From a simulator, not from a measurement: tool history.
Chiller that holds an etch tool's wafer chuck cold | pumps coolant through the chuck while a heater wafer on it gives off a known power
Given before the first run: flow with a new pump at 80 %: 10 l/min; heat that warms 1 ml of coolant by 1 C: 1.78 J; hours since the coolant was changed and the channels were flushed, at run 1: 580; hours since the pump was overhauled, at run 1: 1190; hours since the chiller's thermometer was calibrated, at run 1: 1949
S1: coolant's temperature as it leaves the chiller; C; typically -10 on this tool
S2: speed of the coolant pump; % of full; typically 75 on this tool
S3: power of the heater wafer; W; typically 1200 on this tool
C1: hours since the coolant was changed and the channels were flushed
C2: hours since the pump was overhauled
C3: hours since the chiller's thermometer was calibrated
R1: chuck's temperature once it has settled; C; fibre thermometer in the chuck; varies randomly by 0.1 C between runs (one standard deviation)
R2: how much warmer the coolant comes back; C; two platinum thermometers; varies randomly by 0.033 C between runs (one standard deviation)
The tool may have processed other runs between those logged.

run 1 hour=0.0 | S1=-10 S2=75 S3=1200 | C1=580 C2=1190 C3=1949 | R1=3.8 R2=4.56
run 2 hour=16.0 | S1=-10 S2=75 S3=1200 | C1=596 C2=1206 C3=1965 | R1=3.5 R2=4.57
run 3 hour=40.2 | S1=-10 S2=75 S3=1200 | C1=621 C2=1230 C3=1989 | R1=3.7 R2=4.57
run 4 hour=58.5 | S1=-10 S2=75 S3=1200 | C1=639 C2=1249 C3=2007 | R1=3.8 R2=4.58
run 5 hour=87.2 | S1=-10 S2=75 S3=1200 | C1=668 C2=1277 C3=2036 | R1=3.8 R2=4.58
run 6 hour=117.8 | S1=-10 S2=75 S3=1200 | C1=698 C2=1308 C3=2067 | R1=3.7 R2=4.60
run 7 hour=148.8 | S1=-10 S2=64 S3=1200 | C1=729 C2=1339 C3=2098 | R1=5.9 R2=5.36
-- hour=156.9 coolant pump overhauled
run 8 hour=179.4 | S1=-4 S2=75 S3=1200 | C1=755 C2=23 C3=2123 | R1=10.4 R2=4.76
run 9 hour=215.2 | S1=-10 S2=75 S3=1200 | C1=791 C2=58 C3=2159 | R1=4.2 R2=4.77
run 10 hour=246.6 | S1=-10 S2=75 S3=1200 | C1=822 C2=90 C3=2190 | R1=4.4 R2=4.76
run 11 hour=269.0 | S1=-12 S2=84 S3=1200 | C1=844 C2=112 C3=2213 | R1=1.0 R2=4.25
-- hour=295.1 coolant pump overhauled, once more
run 12 hour=306.4 | S1=-10 S2=70 S3=1046 | C1=877 C2=11 C3=2245 | R1=2.3 R2=3.97
run 13 hour=335.7 | S1=-12 S2=62 S3=1684 | C1=906 C2=41 C3=2274 | R1=9.8 R2=7.31
run 14 hour=367.5 | S1=-12 S2=62 S3=1684 | C1=938 C2=72 C3=2306 | R1=9.9 R2=7.24
run 15 hour=401.4 | S1=-7 S2=97 S3=892 | C1=972 C2=106 C3=2340 | R1=0.8 R2=2.50
run 16 hour=430.3 | S1=-10 S2=71 S3=1791 | C1=1001 C2=135 C3=2369 | R1=10.8 R2=6.80
run 17 hour=451.6 | S1=-10 S2=71 S3=1791 | C1=1022 C2=156 C3=2390 | R1=10.9 R2=6.79
run 18 hour=485.6 | S1=-7 S2=65 S3=1689 | C1=1056 C2=191 C3=2424 | R1=14.3 R2=7.06
run 19 hour=511.2 | S1=-7 S2=65 S3=1689 | C1=1082 C2=216 C3=2450 | R1=14.3 R2=7.05

5 options for the next run, each taken on its own from the tool as it stands now. Forecast them:
run A hour=533.2 | S1=-3 S2=65 S3=1689 | C1=1104 C2=238 C3=2472 | R1=? R2=?
run B hour=533.2 | S1=-8 S2=99 S3=851 | C1=1104 C2=238 C3=2472 | R1=? R2=?
run C hour=533.2 | S1=-1 S2=79 S3=1307 | C1=1104 C2=238 C3=2472 | R1=? R2=?
run D hour=533.2 | S1=-7 S2=67 S3=1284 | C1=1104 C2=238 C3=2472 | R1=? R2=?
run E hour=533.2 | S1=-8 S2=64 S3=936 | C1=1104 C2=238 C3=2472 | R1=? R2=?

run=A R1=18.3 R2=7.08
run=B R1=-0.7 R2=2.36
run=C R1=13.0 R2=4.41
run=D R1=8.8 R2=5.16
run=E R1=3.8 R2=4.00
With the hidden condition removed and each run's random variation left untouched, the same runs would have given:
run=A R1=17.4 R2=7.07
run=B R1=-0.9 R2=2.35
run=C R1=12.5 R2=4.41
run=D R1=8.2 R2=5.16
run=E R1=3.4 R2=3.99
